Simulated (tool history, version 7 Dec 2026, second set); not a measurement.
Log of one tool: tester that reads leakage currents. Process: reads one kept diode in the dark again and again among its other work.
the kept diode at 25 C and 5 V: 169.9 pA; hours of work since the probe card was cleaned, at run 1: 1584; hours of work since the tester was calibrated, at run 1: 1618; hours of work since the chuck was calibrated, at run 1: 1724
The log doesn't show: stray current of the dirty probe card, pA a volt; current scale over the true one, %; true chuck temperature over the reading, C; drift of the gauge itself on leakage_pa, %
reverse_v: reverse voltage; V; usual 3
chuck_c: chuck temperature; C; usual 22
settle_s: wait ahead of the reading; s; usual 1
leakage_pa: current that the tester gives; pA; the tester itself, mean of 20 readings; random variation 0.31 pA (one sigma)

| run | hour | reverse_v | chuck_c | settle_s | hours of work since the probe card was cleaned | hours of work since the tester was calibrated | hours of work since the chuck was calibrated | leakage_pa |
|---|---|---|---|---|---|---|---|---|
| 1 | 0 | 3 | 22 | 1 | 1584 | 1618 | 1724 | 99.21 |
| 2 | 63.8 | 3 | 22 | 1 | 1615 | 1648 | 1755 | 99.64 |
| 3 | 139.3 | 3 | 33 | 1 | 1651 | 1684 | 1791 | 229.7 |
| 4 | 195.8 | 3 | 33 | 1 | 1678 | 1711 | 1818 | 229.46 |
| 5 | 230.9 | 3 | 22 | 0.65 | 1695 | 1728 | 1835 | 100.26 |
| 6 | 290.8 | 5.28 | 22 | 1 | 1723 | 1757 | 1864 | 137.7 |
| 7 | 344.5 | 5.28 | 22 | 2.33 | 1749 | 1783 | 1889 | 136.46 |
| 8 | 422.3 | 5.28 | 22 | 2.33 | 1786 | 1820 | 1927 | 136.45 |
| 9 | 503.1 | 5.28 | 22 | 2.33 | 1825 | 1859 | 1965 | 136.43 |
| 10 | 540.3 | 5.28 | 22 | 0.73 | 1843 | 1876 | 1983 | 138.26 |
| 11 | 615.8 | 5.28 | 22 | 0.73 | 1879 | 1913 | 2019 | 138.11 |
| 12 | 679.5 | 5.28 | 22 | 0.73 | 1910 | 1943 | 2050 | 137.9 |
| 13 | 719.4 | 5.28 | 22 | 0.39 | 1929 | 1962 | 2069 | 140.32 |
| 14 | 776.7 | 3 | 22 | 1 | 1956 | 1990 | 2096 | 99.03 |
| 15 | 827.2 | 3 | 22 | 1 | 1980 | 2014 | 2120 | 99.09 |
| 16 | 900.5 | 3 | 22 | 1 | 2015 | 2049 | 2156 | 99.59 |
|  | 909.9 | chuck's temperature calibrated |
| 17 | 941.5 | 3 | 22 | 1 | 2034 | 2068 | 15 | 98.68 |
| 18 | 1000.2 | 3 | 54 | 1 | 2062 | 2096 | 43 | 1004.62 |
|  | 1035.3 | chuck's temperature calibrated, once more |
| 19 | 1048.4 | 4.51 | 22 | 1 | 2084 | 2118 | 6 | 134.99 |
| 20 | 1089.2 | 11.24 | 59 | 1.79 | 2104 | 2137 | 26 | 3057.7 |
| 21 | 1171.5 | 11.24 | 59 | 1.79 | 2143 | 2177 | 65 | 3057.55 |
| 22 | 1223 | 3.47 | 33 | 0.89 | 2168 | 2201 | 90 | 267.59 |
| 23 | 1280.5 | 1.83 | 30 | 0.89 | 2195 | 2229 | 117 | 149.48 |
| 24 | 1342.9 | 6.06 | 53 | 0.32 | 2225 | 2259 | 147 | 1478.01 |
| 25 | 1380.2 | 1.19 | 45 | 5.78 | 2243 | 2277 | 165 | 352.49 |
| 26 | 1432.4 | 1.19 | 45 | 5.78 | 2268 | 2302 | 190 | 351.1 |
| 27 | 1514.4 | 9.01 | 22 | 6.66 | 2307 | 2341 | 229 | 200.53 |
| 28 | 1595.5 | 9.01 | 22 | 6.66 | 2346 | 2380 | 268 | 200.34 |
| 29 | 1673.6 | 11.69 | 29 | 4.56 | 2384 | 2417 | 306 | 389.15 |
| 30 | 1749.3 | 10.1 | 27 | 0.92 | 2420 | 2453 | 342 | 313.66 |
| 31 | 1792.1 | 10.1 | 44 | 0.92 | 2440 | 2474 | 362 | 1050.57 |
| 32 | 1841.6 | 10.25 | 28 | 1 | 2464 | 2498 | 386 | 337.54 |
| 33 | 1885.1 | 10.25 | 28 | 1 | 2485 | 2518 | 407 | 337.65 |
|  | 1915.1 | tester calibrated |
| 34 | 1926.7 | 14.5 | 28 | 1 | 2504 | 6 | 426 | 420.58 |
| 35 | 1965.5 | 1.29 | 41 | 1 | 2522 | 24 | 444 | 279.99 |
| 36 | 2046 | 1.29 | 41 | 1 | 2561 | 63 | 483 | 278.09 |
|  | 2059 | probe card cleaned and baked |
| 37 | 2114.5 | 1.26 | 25 | 0.47 | 27 | 94 | 514 | 80.36 |
| 38 | 2191.1 | 15.15 | 48 | 0.67 | 63 | 131 | 551 | 1706.43 |

The same runs without the tool's hidden state, with the same run-to-run variation:
| run | leakage_pa |
|---|---|
| 1 | 102.01 |
| 2 | 102.47 |
| 3 | 242.33 |
| 4 | 242.23 |
| 5 | 103.13 |
| 6 | 139.49 |
| 7 | 138.24 |
| 8 | 138.2 |
| 9 | 138.15 |
| 10 | 139.97 |
| 11 | 139.78 |
| 12 | 139.54 |
| 13 | 141.99 |
| 14 | 101.99 |
| 15 | 102.06 |
| 16 | 102.6 |
| 17 | 102.76 |
| 18 | 1092.34 |
| 19 | 127.34 |
| 20 | 3079.39 |
| 21 | 3082.35 |
| 22 | 264.48 |
| 23 | 148.1 |
| 24 | 1491.99 |
| 25 | 356.71 |
| 26 | 355.56 |
| 27 | 183.54 |
| 28 | 183.28 |
| 29 | 370.05 |
| 30 | 296.54 |
| 31 | 1052.75 |
| 32 | 320.88 |
| 33 | 321.02 |
| 34 | 388.91 |
| 35 | 280.66 |
| 36 | 279.07 |
| 37 | 81.81 |
| 38 | 1735.18 |
